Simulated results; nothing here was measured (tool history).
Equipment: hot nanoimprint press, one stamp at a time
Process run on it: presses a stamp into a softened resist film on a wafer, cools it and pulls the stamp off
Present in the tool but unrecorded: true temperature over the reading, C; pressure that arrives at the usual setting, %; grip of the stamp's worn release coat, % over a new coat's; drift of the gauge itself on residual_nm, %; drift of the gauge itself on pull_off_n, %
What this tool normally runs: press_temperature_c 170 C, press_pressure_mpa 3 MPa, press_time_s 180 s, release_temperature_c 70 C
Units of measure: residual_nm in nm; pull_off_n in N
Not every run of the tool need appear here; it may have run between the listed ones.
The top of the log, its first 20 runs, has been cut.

run	hour	press_temperature_c	press_pressure_mpa	press_time_s	release_temperature_c	hours of work since the thermocouple was calibrated	imprints on the stamp's release coat	hours of work since the press's seals were changed	residual_nm	pull_off_n
# hour 390.7: stamp cleaned and given a new release coat
21	393	176	3.16	116	69	12	6	703	76.1	104
22	408.1	176	2.55	116	70	23	45	713	85.8	104
23	425.1	170	4.64	180	57	35	89	725	75.1	123
24	436.7	170	4.64	180	57	43	119	733	74.9	127
25	459.9	170	4.64	180	57	59	178	750	74.5	126
26	486.6	162	3.64	180	70	78	247	768	134.8	102
27	503.8	170	3	101	70	90	292	780	116.2	103
28	525.2	170	3	186	76	105	347	795	90.3	91
29	540.2	163	2.22	180	70	116	386	806	150.8	101
30	560	163	2.22	180	70	130	437	820	154.5	101
31	574.1	174	3.74	270	63	140	473	830	54.1	117

3 ways to go on from here, each from the tool as it stands after run 31. What would each give?
A	594.3	174	3.74	164	63	154	525	844	?	?
B	594.3	164	3.74	270	63	154	525	844	?	?
C	594.3	170	3	196	70	154	525	844	?	?

run	residual_nm	pull_off_n
A	67.7	114
B	100.6	114
C	87.3	101
With the hidden condition removed and each run's random variation left untouched, the same runs would have given:
run	residual_nm	pull_off_n
A	67.7	114
B	100.6	114
C	87.3	100
